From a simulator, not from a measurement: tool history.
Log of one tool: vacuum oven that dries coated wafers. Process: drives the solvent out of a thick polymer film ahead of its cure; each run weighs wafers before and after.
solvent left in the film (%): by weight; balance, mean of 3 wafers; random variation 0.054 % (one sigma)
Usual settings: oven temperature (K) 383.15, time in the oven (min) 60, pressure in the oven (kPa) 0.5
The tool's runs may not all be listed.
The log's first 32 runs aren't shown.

| run | hour | oven temperature (K) | time in the oven (min) | pressure in the oven (kPa) | solvent left in the film (%) |
|---|---|---|---|---|---|
| 33 | 1349.9 | 395.15 | 60 | 0.5 | 1.4 |
| 34 | 1387 | 374.15 | 76 | 0.59 | 5.08 |
| 35 | 1416.4 | 374.15 | 76 | 0.59 | 5.15 |
| 36 | 1473.9 | 380.15 | 54 | 1.316 | 5.7 |
| 37 | 1517 | 380.15 | 72 | 1.924 | 5.77 |
| 38 | 1580.3 | 383.15 | 80 | 0.523 | 2.85 |
| 39 | 1621 | 383.15 | 80 | 0.523 | 2.84 |
| 40 | 1661.1 | 383.15 | 80 | 0.523 | 2.87 |
| 41 | 1699.6 | 370.15 | 81 | 0.256 | 5.71 |
| 42 | 1741.7 | 388.15 | 55 | 0.267 | 2.43 |
| 43 | 1786.6 | 388.15 | 55 | 0.267 | 2.5 |
| 44 | 1839 | 388.15 | 55 | 0.267 | 2.62 |
| 45 | 1898.2 | 368.15 | 47 | 1.94 | 10.04 |
|  | 1945.9 | oven's thermocouples calibrated |
| 46 | 1956.8 | 383.15 | 63 | 0.5 | 2.85 |

4 ways to go on from here, each from the tool as it stands after run 46. What would each give?
| A | 2020.3 | 383.15 | 39 | 0.626 | ? |
| B | 2020.3 | 384.15 | 99 | 0.405 | ? |
| C | 2020.3 | 397.15 | 63 | 0.553 | ? |
| D | 2020.3 | 383.15 | 63 | 0.397 | ? |

| run | solvent left in the film (%) |
|---|---|
| A | 4.34 |
| B | 2.01 |
| C | 1.3 |
| D | 2.89 |
Without the tool's hidden state the same runs would have given:
| run | solvent left in the film (%) |
|---|---|
| A | 3.31 |
| B | 0.86 |
| C | 0.55 |
| D | 1.74 |
